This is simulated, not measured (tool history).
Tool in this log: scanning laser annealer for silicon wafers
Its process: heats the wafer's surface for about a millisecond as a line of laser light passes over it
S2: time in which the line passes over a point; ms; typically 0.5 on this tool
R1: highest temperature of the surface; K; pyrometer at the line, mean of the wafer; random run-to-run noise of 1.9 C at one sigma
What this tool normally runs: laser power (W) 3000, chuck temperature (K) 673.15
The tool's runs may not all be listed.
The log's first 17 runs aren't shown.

run 18 day=10.012 | laser_power_(W)=3000 S2=0.5 chuck_temperature_(K)=658.15 | R1=1343.15
run 19 day=10.808 | laser_power_(W)=3000 S2=0.5 chuck_temperature_(K)=673.15 | R1=1362.15
run 20 day=11.242 | laser_power_(W)=3000 S2=0.5 chuck_temperature_(K)=672.15 | R1=1358.15
run 21 day=11.812 | laser_power_(W)=3000 S2=0.5 chuck_temperature_(K)=672.15 | R1=1360.15
run 22 day=12.621 | laser_power_(W)=3299 S2=0.5 chuck_temperature_(K)=675.15 | R1=1433.15
run 23 day=13.429 | laser_power_(W)=2707 S2=0.5 chuck_temperature_(K)=673.15 | R1=1286.15
run 24 day=13.9 | laser_power_(W)=3282 S2=0.61 chuck_temperature_(K)=673.15 | R1=1503.15
run 25 day=14.792 | laser_power_(W)=3190 S2=0.555 chuck_temperature_(K)=684.15 | R1=1452.15
run 26 day=15.433 | laser_power_(W)=3190 S2=0.555 chuck_temperature_(K)=684.15 | R1=1451.15
run 27 day=15.975 | laser_power_(W)=3190 S2=0.599 chuck_temperature_(K)=668.15 | R1=1470.15
run 28 day=16.383 | laser_power_(W)=2888 S2=0.599 chuck_temperature_(K)=705.15 | R1=1424.15
run 29 day=17.075 | laser_power_(W)=2888 S2=0.599 chuck_temperature_(K)=705.15 | R1=1425.15
run 30 day=17.521 | laser_power_(W)=2832 S2=0.5 chuck_temperature_(K)=691.15 | R1=1333.15
run 31 day=18.304 | laser_power_(W)=3222 S2=0.423 chuck_temperature_(K)=673.15 | R1=1350.15
run 32 day=19.062 | laser_power_(W)=2674 S2=0.432 chuck_temperature_(K)=698.15 | R1=1259.15
run 33 day=19.729 | laser_power_(W)=2794 S2=0.463 chuck_temperature_(K)=658.15 | R1=1267.15
run 34 day=20.642 | laser_power_(W)=2794 S2=0.463 chuck_temperature_(K)=658.15 | R1=1264.15
run 35 day=21.283 | laser_power_(W)=2794 S2=0.454 chuck_temperature_(K)=680.15 | R1=1284.15
run 36 day=21.854 | laser_power_(W)=3000 S2=0.351 chuck_temperature_(K)=673.15 | R1=1239.15
run 37 day=22.4 | laser_power_(W)=3000 S2=0.351 chuck_temperature_(K)=673.15 | R1=1239.15
run 38 day=23.05 | laser_power_(W)=3129 S2=0.351 chuck_temperature_(K)=677.15 | R1=1269.15
run 39 day=23.767 | laser_power_(W)=2764 S2=0.5 chuck_temperature_(K)=671.15 | R1=1294.15
run 40 day=24.421 | laser_power_(W)=2699 S2=0.567 chuck_temperature_(K)=671.15 | R1=1320.15
run 41 day=25.058 | laser_power_(W)=3263 S2=0.489 chuck_temperature_(K)=673.15 | R1=1406.15
run 42 day=25.704 | laser_power_(W)=2830 S2=0.516 chuck_temperature_(K)=694.15 | R1=1342.15

3 options for the next run, each taken on its own from the tool as it stands now. Forecast them:
run A day=26.233 | laser_power_(W)=2646 S2=0.5 chuck_temperature_(K)=653.15 | R1=?
run B day=26.233 | laser_power_(W)=2873 S2=0.613 chuck_temperature_(K)=646.15 | R1=?
run C day=26.233 | laser_power_(W)=3291 S2=0.464 chuck_temperature_(K)=702.15 | R1=?

run=A R1=1247.15
run=B R1=1366.15
run=C R1=1421.15
Take away the tool's hidden state, keep each run's random variation, and the runs would have read:
run=A R1=1279.15
run=B R1=1405.15
run=C R1=1460.15
